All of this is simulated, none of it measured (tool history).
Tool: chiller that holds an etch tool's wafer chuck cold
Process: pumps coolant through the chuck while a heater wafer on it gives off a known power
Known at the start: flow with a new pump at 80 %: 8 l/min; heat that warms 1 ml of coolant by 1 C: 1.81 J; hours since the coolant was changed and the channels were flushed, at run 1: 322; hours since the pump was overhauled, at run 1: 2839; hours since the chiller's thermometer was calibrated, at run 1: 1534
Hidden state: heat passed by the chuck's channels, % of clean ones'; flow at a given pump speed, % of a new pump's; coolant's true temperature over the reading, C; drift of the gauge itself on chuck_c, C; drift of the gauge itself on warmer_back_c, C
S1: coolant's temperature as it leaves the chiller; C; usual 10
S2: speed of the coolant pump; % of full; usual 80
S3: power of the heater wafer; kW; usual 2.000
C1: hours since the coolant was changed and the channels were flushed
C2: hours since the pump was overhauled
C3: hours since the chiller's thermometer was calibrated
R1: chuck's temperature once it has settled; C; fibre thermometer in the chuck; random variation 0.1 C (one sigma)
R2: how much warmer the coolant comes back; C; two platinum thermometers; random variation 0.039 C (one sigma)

Run 1, hour 0.0: usual settings; C1 322; C2 2839; C3 1534. Result: R1 26.8 C, R2 8.59 C.
Run 2, hour 118.6: usual settings; C1 441; C2 2957; C3 1653. Result: R1 27.0 C, R2 8.68 C.
Run 3, hour 204.9: usual settings but S1 12 C; C1 527; C2 3043; C3 1739. Result: R1 28.8 C, R2 8.60 C.
Run 4, hour 310.7: usual settings but S1 12 C; C1 633; C2 3149; C3 1845. Result: R1 29.1 C, R2 8.57 C.
Run 5, hour 401.1: usual settings but S1 12 C; C1 724; C2 3240; C3 1935. Result: R1 29.0 C, R2 8.65 C.
Run 6, hour 511.3: usual settings but S1 12 C; C1 834; C2 3350; C3 2045. Result: R1 29.2 C, R2 8.62 C.
Run 7, hour 589.1: usual settings but S1 12 C; C1 912; C2 3428; C3 2123. Result: R1 29.1 C, R2 8.71 C.
Run 8, hour 690.6: usual settings but S1 12 C; C1 1013; C2 3529; C3 2225. Result: R1 29.2 C, R2 8.66 C.
Run 9, hour 847.5: usual settings but S1 12 C; C1 1170; C2 3686; C3 2382. Result: R1 29.4 C, R2 8.68 C.
Run 10, hour 915.7: usual settings but S1 12 C; C1 1238; C2 3754; C3 2450. Result: R1 29.2 C, R2 8.73 C.
Run 11, hour 1072.7: usual settings; C1 1395; C2 3911; C3 2607. Result: R1 27.4 C, R2 8.70 C.
Run 12, hour 1198.1: usual settings; C1 1521; C2 4037; C3 2732. Result: R1 27.5 C, R2 8.75 C.
Run 13, hour 1359.4: usual settings but S1 8 C; C1 1682; C2 4198; C3 2894. Result: R1 25.4 C, R2 8.71 C.
At hour 1371.4: chiller's thermometer calibrated.
Run 14, hour 1441.4: usual settings but S1 8 C; C1 1763; C2 4279; C3 70. Result: R1 25.9 C, R2 8.71 C.
Run 15, hour 1581.2: usual settings but S3 2.116 kW; C1 1903; C2 4419; C3 210. Result: R1 28.8 C, R2 9.28 C.
Run 16, hour 1703.5: usual settings but S3 2.116 kW; C1 2025; C2 4541; C3 332. Result: R1 28.9 C, R2 9.28 C.
Run 17, hour 1813.1: usual settings but S3 2.116 kW; C1 2135; C2 4651; C3 442. Result: R1 29.0 C, R2 9.26 C.
At hour 1851.3: chiller's thermometer calibrated, once more.
Run 18, hour 1976.6: usual settings but S1 11 C, S2 84 % of full, S3 1.507 kW; C1 2297; C2 4813; C3 125. Result: R1 23.8 C, R2 6.38 C.
Run 19, hour 2095.2: usual settings but S1 1 C, S2 95 % of full; C1 2416; C2 4932; C3 244. Result: R1 16.1 C, R2 7.53 C.
Run 20, hour 2214.6: usual settings but S1 17 C, S2 79 % of full, S3 1.163 kW; C1 2535; C2 5051; C3 363. Result: R1 27.1 C, R2 5.20 C.
Run 21, hour 2323.2: usual settings but S1 19 C, S2 96 % of full, S3 1.160 kW; C1 2644; C2 5160; C3 472. Result: R1 27.8 C, R2 4.28 C.
Run 22, hour 2474.5: usual settings but S2 67 % of full; C1 2795; C2 5311; C3 623. Result: R1 30.5 C, R2 10.54 C.
Run 23, hour 2583.2: usual settings but S1 9 C, S2 62 % of full, S3 1.385 kW; C1 2904; C2 5420; C3 732. Result: R1 24.3 C, R2 7.80 C.
Run 24, hour 2705.7: usual settings but S1 9 C, S2 62 % of full, S3 1.385 kW; C1 3026; C2 5542; C3 854. Result: R1 24.5 C, R2 7.87 C.
Run 25, hour 2799.9: usual settings but S1 18 C, S2 74 % of full, S3 2.361 kW; C1 3120; C2 5636; C3 949. Result: R1 40.6 C, R2 11.44 C.
Run 26, hour 2883.7: usual settings but S2 66 % of full, S3 2.963 kW; C1 3204; C2 5720; C3 1032. Result: R1 40.7 C, R2 15.87 C.
Run 27, hour 2984.6: usual settings but S1 15 C; C1 3305; C2 5821; C3 1133. Result: R1 33.0 C, R2 8.92 C.
Run 28, hour 3095.3: usual settings but S1 15 C; C1 3416; C2 5932; C3 1244. Result: R1 33.2 C, R2 8.98 C.
Run 29, hour 3194.8: usual settings but S1 6 C; C1 3515; C2 6031; C3 1343. Result: R1 24.1 C, R2 8.96 C.
Run 30, hour 3291.4: usual settings but S1 3 C, S2 74 % of full, S3 1.182 kW; C1 3612; C2 6128; C3 1440. Result: R1 14.6 C, R2 5.73 C.
Run 31, hour 3372.2: usual settings but S1 7 C, S2 63 % of full, S3 1.855 kW; C1 3693; C2 6209; C3 1521. Result: R1 27.5 C, R2 10.50 C.
Run 32, hour 3477.1: usual settings but S1 7 C, S2 63 % of full, S3 1.855 kW; C1 3798; C2 6314; C3 1626. Result: R1 27.7 C, R2 10.48 C.

Hidden state at the last listed run before each entry between runs and at the first one after, where it differs:
Between runs 13 and 14: chiller's thermometer calibrated (hour 1371.4)
  heat passed by the chuck's channels, % of clean ones': 96.6 -> 96.4; flow at a given pump speed, % of a new pump's: 94.8 -> 94.7; coolant's true temperature over the reading, C: 0.54 -> 0.7
  measured less the result without the state, R1: +1.6 -> +1.9 C; R2: +0.45 -> +0.46 C
Between runs 17 and 18: chiller's thermometer calibrated, once more (hour 1851.3)
  heat passed by the chuck's channels, % of clean ones': 95.6 -> 95.3; flow at a given pump speed, % of a new pump's: 94.3 -> 94.1; coolant's true temperature over the reading, C: 0.77 -> 0.04
  measured less the result without the state, R1: +2.2 -> +1.1 C; R2: +0.53 -> +0.38 C
